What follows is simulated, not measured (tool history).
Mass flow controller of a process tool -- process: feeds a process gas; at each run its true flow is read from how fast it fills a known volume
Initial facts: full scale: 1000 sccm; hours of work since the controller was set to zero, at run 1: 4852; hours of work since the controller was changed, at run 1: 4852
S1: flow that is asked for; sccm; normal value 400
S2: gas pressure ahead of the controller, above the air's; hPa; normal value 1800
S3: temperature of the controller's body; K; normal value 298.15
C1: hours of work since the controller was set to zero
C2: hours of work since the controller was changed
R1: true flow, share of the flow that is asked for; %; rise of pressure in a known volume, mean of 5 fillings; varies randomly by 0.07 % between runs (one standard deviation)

run,hour,S1,S2,S3,C1,C2,R1
1,0.0,400,1800,298.15,4852,4852,97.26
2,395.3,400,1800,298.15,5115,5115,97.34
3,671.0,400,1800,298.15,5298,5298,97.21
4,892.8,400,1800,298.15,5445,5445,97.23
5,1237.1,400,1800,298.15,5674,5674,97.31
6,1399.7,434,1800,298.15,5782,5782,97.52
7,1747.0,546,1800,298.15,6013,6013,98.29
8,2101.8,546,1800,298.15,6248,6248,98.35
9,2502.7,546,1800,298.15,6515,6515,98.45
10,2814.4,400,1800,304.15,6722,6722,96.68
# hour 3025.1: controller's zero set anew
11,3032.6,400,1910,298.15,5,6866,99.85
12,3405.2,400,1910,298.15,252,7114,99.74
13,3740.3,400,1910,298.15,475,7336,99.70
14,3923.8,400,1910,298.15,597,7458,99.68
15,4197.9,400,1910,298.15,779,7640,99.68
16,4461.4,400,1910,298.15,954,7815,99.62
17,4765.0,400,2210,298.15,1156,8017,99.39
18,4970.4,272,2210,298.15,1292,8153,98.79
19,5318.6,272,2210,298.15,1523,8385,98.72
20,5708.5,272,2510,312.15,1782,8644,97.72
21,5948.3,272,2510,312.15,1942,8803,97.39
22,6142.2,272,2750,298.15,2070,8932,98.30
23,6414.9,400,1710,298.15,2252,9113,99.72
24,6653.4,400,1710,298.15,2410,9271,99.71
25,6927.2,400,1710,298.15,2592,9453,99.57
26,7189.1,400,2090,298.15,2766,9627,99.46
27,7465.0,528,2290,295.15,2949,9810,100.24
28,7691.4,528,2240,295.15,3099,9961,100.24
29,7889.4,528,2240,295.15,3231,10092,100.14
30,8053.0,528,2240,295.15,3339,10201,100.28
31,8376.7,528,2240,295.15,3555,10416,100.19
32,8615.6,737,2350,312.15,3713,10575,100.00
33,8935.5,125,1570,308.15,3926,10787,94.20
34,9191.2,143,1570,308.15,4095,10957,94.78
35,9574.9,307,1570,301.15,4350,11212,98.41
36,9877.3,227,2060,300.15,4551,11413,97.01
37,10067.9,112,1670,308.15,4678,11539,92.51
38,10348.6,112,1670,308.15,4864,11726,92.44

The logged runs with the hidden state left out (each run's random variation unchanged):
The hidden state here: flow at rest that the sensor doesn't see, % of full scale; true flow over the shown one, %; drift of the gauge itself on true_pct, %.
run,R1
1,98.16
2,98.26
3,98.15
4,98.19
5,98.31
6,98.35
7,98.68
8,98.73
9,98.84
10,97.81
11,98.21
12,98.12
13,98.11
14,98.10
15,98.12
16,98.09
17,97.88
18,97.58
19,97.57
20,96.66
21,96.38
22,97.33
23,98.32
24,98.35
25,98.22
26,98.12
27,98.61
28,98.61
29,98.52
30,98.66
31,98.59
32,98.05
33,96.82
34,96.86
35,97.85
36,97.41
37,96.68
38,96.81

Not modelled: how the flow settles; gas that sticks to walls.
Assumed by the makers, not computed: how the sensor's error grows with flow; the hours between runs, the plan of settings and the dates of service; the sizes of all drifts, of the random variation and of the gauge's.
